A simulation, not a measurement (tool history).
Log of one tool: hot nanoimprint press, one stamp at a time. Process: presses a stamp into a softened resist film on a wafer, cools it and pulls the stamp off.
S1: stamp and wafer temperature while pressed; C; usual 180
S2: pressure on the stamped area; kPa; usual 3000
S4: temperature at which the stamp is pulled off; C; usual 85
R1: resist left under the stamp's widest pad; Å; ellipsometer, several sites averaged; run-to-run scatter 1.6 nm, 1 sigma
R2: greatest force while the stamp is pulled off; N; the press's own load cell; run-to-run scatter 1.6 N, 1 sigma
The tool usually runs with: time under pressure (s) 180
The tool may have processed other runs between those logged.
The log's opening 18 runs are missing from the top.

{"run": 19, "hour": 130.2, "S1": 186, "S2": 4340, "time under pressure (s)": 291, "S4": 91, "R1": 1859, "R2": 127}
{"run": 20, "hour": 135.1, "S1": 184, "S2": 4160, "time under pressure (s)": 180, "S4": 79, "R1": 2476, "R2": 148}
{"run": 21, "hour": 141.2, "S1": 191, "S2": 3000, "time under pressure (s)": 278, "S4": 85, "R1": 1873, "R2": 139}
{"run": 22, "hour": 147.8, "S1": 191, "S2": 3000, "time under pressure (s)": 278, "S4": 85, "R1": 1885, "R2": 143}
{"run": 23, "hour": 155.3, "S1": 191, "S2": 4020, "time under pressure (s)": 278, "S4": 88, "R1": 1572, "R2": 139}
{"run": 24, "hour": 159.3, "S1": 191, "S2": 4020, "time under pressure (s)": 278, "S4": 88, "R1": 1573, "R2": 138}
{"run": 25, "hour": 166.5, "S1": 188, "S2": 3230, "time under pressure (s)": 202, "S4": 79, "R1": 2296, "R2": 151}
{"run": 26, "hour": 171.6, "S1": 180, "S2": 3000, "time under pressure (s)": 171, "S4": 86, "R1": 3662, "R2": 144}
{"run": 27, "hour": 179.2, "S1": 180, "S2": 3450, "time under pressure (s)": 180, "S4": 81, "R1": 3358, "R2": 153}
{"run": 28, "hour": 184.0, "S1": 186, "S2": 3450, "time under pressure (s)": 164, "S4": 81, "R1": 2628, "R2": 151}
{"run": 29, "hour": 189.4, "S1": 180, "S2": 3490, "time under pressure (s)": 180, "S4": 85, "R1": 3347, "R2": 147}
{"run": 30, "hour": 194.0, "S1": 180, "S2": 3490, "time under pressure (s)": 180, "S4": 85, "R1": 3359, "R2": 151}
{"run": 31, "hour": 198.4, "S1": 191, "S2": 3350, "time under pressure (s)": 180, "S4": 85, "R1": 2060, "R2": 152}

Alternative continuations, all from the tool just after run 31; predict every row:
{"run": "A", "hour": 205.0, "S1": 180, "S2": 3350, "time under pressure (s)": 180, "S4": 89, "R1": "?", "R2": "?"}
{"run": "B", "hour": 205.0, "S1": 190, "S2": 4610, "time under pressure (s)": 102, "S4": 85, "R1": "?", "R2": "?"}
{"run": "C", "hour": 205.0, "S1": 191, "S2": 3540, "time under pressure (s)": 180, "S4": 71, "R1": "?", "R2": "?"}

run=A R1=3433 R2=139
run=B R1=2185 R2=150
run=C R1=2004 R2=178
Without the tool's unlogged condition, the same runs would have read:
run=A R1=3409 R2=121
run=B R1=2156 R2=130
run=C R1=1986 R2=154

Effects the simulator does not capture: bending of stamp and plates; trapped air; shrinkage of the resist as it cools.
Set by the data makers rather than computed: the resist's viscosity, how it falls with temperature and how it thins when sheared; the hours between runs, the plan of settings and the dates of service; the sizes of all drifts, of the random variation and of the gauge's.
